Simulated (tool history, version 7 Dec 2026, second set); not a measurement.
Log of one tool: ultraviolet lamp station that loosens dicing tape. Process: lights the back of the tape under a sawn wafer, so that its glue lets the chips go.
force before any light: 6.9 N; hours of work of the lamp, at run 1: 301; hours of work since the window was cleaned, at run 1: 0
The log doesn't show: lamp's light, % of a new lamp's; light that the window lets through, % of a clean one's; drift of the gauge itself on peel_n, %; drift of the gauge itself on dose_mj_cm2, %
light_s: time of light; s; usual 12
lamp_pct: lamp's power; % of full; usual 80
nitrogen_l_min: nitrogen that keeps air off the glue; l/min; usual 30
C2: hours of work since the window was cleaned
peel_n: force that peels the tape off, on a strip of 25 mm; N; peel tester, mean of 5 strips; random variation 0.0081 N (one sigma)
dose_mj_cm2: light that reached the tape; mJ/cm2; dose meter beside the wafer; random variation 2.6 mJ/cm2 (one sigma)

{"run": 1, "hour": 0.0, "light_s": 12, "lamp_pct": 80, "nitrogen_l_min": 30, "hours of work of the lamp": 301, "C2": 0, "peel_n": 0.368, "dose_mj_cm2": 292}
{"run": 2, "hour": 42.7, "light_s": 12, "lamp_pct": 80, "nitrogen_l_min": 30, "hours of work of the lamp": 332, "C2": 31, "peel_n": 0.396, "dose_mj_cm2": 290}
{"run": 3, "hour": 87.7, "light_s": 12, "lamp_pct": 80, "nitrogen_l_min": 30, "hours of work of the lamp": 365, "C2": 65, "peel_n": 0.386, "dose_mj_cm2": 283}
{"run": 4, "hour": 126.1, "light_s": 7, "lamp_pct": 80, "nitrogen_l_min": 30, "hours of work of the lamp": 394, "C2": 93, "peel_n": 0.97, "dose_mj_cm2": 168}
{"run": 5, "hour": 174.8, "light_s": 7, "lamp_pct": 80, "nitrogen_l_min": 30, "hours of work of the lamp": 430, "C2": 129, "peel_n": 1.034, "dose_mj_cm2": 162}
{"run": 6, "hour": 223.5, "light_s": 7, "lamp_pct": 80, "nitrogen_l_min": 30, "hours of work of the lamp": 465, "C2": 165, "peel_n": 1.066, "dose_mj_cm2": 159}
{"run": 7, "hour": 249.9, "light_s": 12, "lamp_pct": 73, "nitrogen_l_min": 41, "hours of work of the lamp": 485, "C2": 184, "peel_n": 0.408, "dose_mj_cm2": 247}
{"run": 8, "hour": 288.2, "light_s": 9, "lamp_pct": 80, "nitrogen_l_min": 30, "hours of work of the lamp": 513, "C2": 212, "peel_n": 0.727, "dose_mj_cm2": 198}

The next listed run, before its measurement:
{"hour": 291.7, "done": "window cleaned of glue's vapour"}
{"run": 9, "hour": 334.2, "light_s": 8, "lamp_pct": 80, "nitrogen_l_min": 30, "hours of work of the lamp": 547, "C2": 31, "peel_n": "?", "dose_mj_cm2": "?"}

{"run 9": {"peel_n": 0.913, "dose_mj_cm2": 171}}
Without the tool's hidden state the same run would have given peel_n 0.593 N, dose_mj_cm2 218 mJ/cm2.
